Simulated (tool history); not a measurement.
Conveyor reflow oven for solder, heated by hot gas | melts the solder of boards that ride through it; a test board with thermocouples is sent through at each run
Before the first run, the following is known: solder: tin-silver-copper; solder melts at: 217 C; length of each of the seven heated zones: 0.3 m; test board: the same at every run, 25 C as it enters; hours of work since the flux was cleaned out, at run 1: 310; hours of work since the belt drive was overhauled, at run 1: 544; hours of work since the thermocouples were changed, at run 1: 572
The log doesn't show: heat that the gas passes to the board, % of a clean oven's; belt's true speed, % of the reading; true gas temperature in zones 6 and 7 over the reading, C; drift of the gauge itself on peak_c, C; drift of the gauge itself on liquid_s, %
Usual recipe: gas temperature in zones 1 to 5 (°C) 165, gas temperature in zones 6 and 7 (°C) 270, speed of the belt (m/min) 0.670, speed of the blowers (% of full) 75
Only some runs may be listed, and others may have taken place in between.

run	day	gas temperature in zones 1 to 5 (°C)	gas temperature in zones 6 and 7 (°C)	speed of the belt (m/min)	speed of the blowers (% of full)	hours of work since the flux was cleaned out	hours of work since the belt drive was overhauled	hours of work since the thermocouples were changed	highest temperature of the board (°C)	time above the solder's melting point (s)
1	0.000	165	270	0.670	75	310	544	572	251.4	37.4
2	1.321	165	270	0.670	75	328	562	590	251.4	37.3
# day 1.742: flux residue cleaned out of gas plates and filters
3	2.371	165	270	0.670	53	8	574	602	245.4	33.0
4	3.558	165	270	0.670	53	24	590	618	245.3	32.7
5	4.300	165	270	0.670	53	34	600	628	245.1	32.7
6	5.217	165	270	0.670	53	47	612	640	245.6	32.8
7	5.896	165	270	0.670	53	56	621	649	245.1	32.9
8	6.608	165	270	0.670	53	66	631	659	245.1	32.7
9	7.904	165	270	0.670	53	83	648	676	245.3	32.7
10	8.708	165	270	0.670	53	94	659	687	245.3	32.9
11	10.238	165	283	0.621	78	115	680	708	265.9	47.9
12	11.025	165	283	0.621	78	125	690	718	265.9	48.0
13	12.146	165	283	0.621	78	140	705	733	266.3	47.6
14	13.454	165	283	0.621	78	158	723	751	266.2	47.6
15	14.917	165	283	0.621	78	178	743	771	266.1	47.8
16	15.696	173	261	0.546	78	188	753	781	251.1	50.0
17	16.579	173	265	0.546	77	200	765	793	254.5	51.9

Branching from run 17: 5 alternative next runs. What would each branch give?
A	17.321	168	270	0.670	51	210	775	803	?	?
B	17.321	168	270	0.783	62	210	775	803	?	?
C	17.321	175	266	0.546	64	210	775	803	?	?
D	17.321	153	263	0.670	63	210	775	803	?	?
E	17.321	163	259	0.684	77	210	775	803	?	?

run	highest temperature of the board (°C)	time above the solder's melting point (s)
A	245.8	33.3
B	242.2	25.9
C	253.8	51.0
D	239.8	27.0
E	241.2	29.7
Had the tool no hidden state, the same runs would have come out as:
run	highest temperature of the board (°C)	time above the solder's melting point (s)
A	245.8	33.3
B	242.3	26.0
C	253.9	51.0
D	239.9	27.1
E	241.2	29.8
